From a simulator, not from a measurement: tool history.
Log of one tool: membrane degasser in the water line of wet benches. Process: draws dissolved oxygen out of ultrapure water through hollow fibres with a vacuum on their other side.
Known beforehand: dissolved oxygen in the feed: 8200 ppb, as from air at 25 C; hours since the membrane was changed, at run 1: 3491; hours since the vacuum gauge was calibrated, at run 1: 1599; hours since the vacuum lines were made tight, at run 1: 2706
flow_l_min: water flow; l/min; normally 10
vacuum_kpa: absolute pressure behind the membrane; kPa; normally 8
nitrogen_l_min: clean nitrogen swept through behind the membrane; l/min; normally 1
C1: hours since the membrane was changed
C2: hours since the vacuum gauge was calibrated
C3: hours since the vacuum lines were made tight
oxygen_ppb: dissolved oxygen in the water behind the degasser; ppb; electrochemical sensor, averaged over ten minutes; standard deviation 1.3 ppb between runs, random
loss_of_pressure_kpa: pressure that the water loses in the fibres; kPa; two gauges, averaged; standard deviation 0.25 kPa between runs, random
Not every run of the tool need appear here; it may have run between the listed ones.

Run 1, hour 0: usual settings; C1 3491; C2 1599; C3 2706. Result: oxygen_ppb 129.5 ppb, loss_of_pressure_kpa 66.17 kPa.
Run 2, hour 132.5: usual settings; C1 3623; C2 1731; C3 2839. Result: oxygen_ppb 129.2 ppb, loss_of_pressure_kpa 66.45 kPa.
Run 3, hour 216.7: usual settings; C1 3707; C2 1815; C3 2923. Result: oxygen_ppb 129.2 ppb, loss_of_pressure_kpa 66.17 kPa.
Run 4, hour 341: usual settings; C1 3832; C2 1940; C3 3047. Result: oxygen_ppb 129.9 ppb, loss_of_pressure_kpa 65.99 kPa.
Run 5, hour 428.5: usual settings; C1 3919; C2 2027; C3 3135. Result: oxygen_ppb 129 ppb, loss_of_pressure_kpa 65.98 kPa.
Run 6, hour 509.2: usual settings but flow_l_min 14 l/min; C1 4000; C2 2108; C3 3216. Result: oxygen_ppb 204.9 ppb, loss_of_pressure_kpa 92.89 kPa.
Run 7, hour 628.2: usual settings; C1 4119; C2 2227; C3 3335. Result: oxygen_ppb 130.2 ppb, loss_of_pressure_kpa 65.67 kPa.
Run 8, hour 694.2: usual settings but flow_l_min 6 l/min, nitrogen_l_min 1.52 l/min; C1 4185; C2 2293; C3 3401. Result: oxygen_ppb 49.6 ppb, loss_of_pressure_kpa 39.54 kPa.
Run 9, hour 824.4: usual settings but flow_l_min 11 l/min, vacuum_kpa 5.33 kPa; C1 4315; C2 2423; C3 3531. Result: oxygen_ppb 81.5 ppb, loss_of_pressure_kpa 72.66 kPa.
Run 10, hour 956.8: usual settings but flow_l_min 8 l/min; C1 4447; C2 2555; C3 3663. Result: oxygen_ppb 98.6 ppb, loss_of_pressure_kpa 52.85 kPa.
Run 11, hour 1031.1: usual settings but nitrogen_l_min 0.81 l/min; C1 4522; C2 2630; C3 3738. Result: oxygen_ppb 151.7 ppb, loss_of_pressure_kpa 65.34 kPa.
Run 12, hour 1105.3: usual settings but nitrogen_l_min 0.81 l/min; C1 4596; C2 2704; C3 3812. Result: oxygen_ppb 151.2 ppb, loss_of_pressure_kpa 65.85 kPa.
Run 13, hour 1180.5: usual settings but flow_l_min 9 l/min, vacuum_kpa 11.74 kPa, nitrogen_l_min 2.23 l/min; C1 4671; C2 2779; C3 3887. Result: oxygen_ppb 96.5 ppb, loss_of_pressure_kpa 59.27 kPa.

How would selected steps in loss_of_pressure_kpa from run to run divide? Give the signed amount a tool lacking its hidden state would still show from settings, what came in and random variation, and the signed amount left for the hidden state, including any gauge scatter that is not in both of the compared results.
What the log doesn't record here: membrane still open, %; true pressure behind the membrane over the reading, kPa; air that leaks in behind the membrane, l/min; drift of the gauge itself on oxygen_ppb, %; drift of the gauge itself on loss_of_pressure_kpa, %.
Run 8 -> 9: flow_l_min 6 -> 11, vacuum_kpa 8 -> 5.33, nitrogen_l_min 1.52 -> 1. loss_of_pressure_kpa +33.12 kPa: hidden state -0.14, all else +33.26.
